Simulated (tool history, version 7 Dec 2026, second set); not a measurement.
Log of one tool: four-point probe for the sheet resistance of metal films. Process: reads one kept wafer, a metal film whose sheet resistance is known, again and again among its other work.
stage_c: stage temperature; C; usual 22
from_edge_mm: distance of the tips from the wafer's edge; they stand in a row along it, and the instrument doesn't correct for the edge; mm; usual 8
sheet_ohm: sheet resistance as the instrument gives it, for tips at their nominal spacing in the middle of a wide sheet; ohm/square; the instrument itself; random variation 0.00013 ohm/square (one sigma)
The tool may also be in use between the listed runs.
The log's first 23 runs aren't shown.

| run | hour | stage_c | from_edge_mm | touches since the probe head was changed | hours of work since the stage's thermometer was calibrated | sheet_ohm |
|---|---|---|---|---|---|---|
| 24 | 1726.1 | 27 | 6 | 80911 | 2038 | 0.665245 |
| 25 | 1824.7 | 27 | 6 | 84426 | 2098 | 0.665185 |
| 26 | 1884.7 | 30 | 6 | 86563 | 2134 | 0.665748 |
| 27 | 1974.7 | 20 | 13 | 89769 | 2188 | 0.655859 |
| 28 | 2021.2 | 20 | 13 | 91427 | 2216 | 0.655638 |
| 29 | 2091.6 | 20 | 13 | 93934 | 2259 | 0.655593 |
| 30 | 2163.9 | 19 | 31 | 96512 | 2303 | 0.653818 |
| 31 | 2211.0 | 19 | 4 | 98188 | 2331 | 0.674278 |

Run 32 comes next. What will it give?
| 32 | 2301.2 | 21 | 30 | 101403 | 2385 | ? |

{"run 32": {"sheet_ohm": 0.654253}}
Without the tool's hidden state the same run would have given sheet_ohm 0.654313 ohm/square.

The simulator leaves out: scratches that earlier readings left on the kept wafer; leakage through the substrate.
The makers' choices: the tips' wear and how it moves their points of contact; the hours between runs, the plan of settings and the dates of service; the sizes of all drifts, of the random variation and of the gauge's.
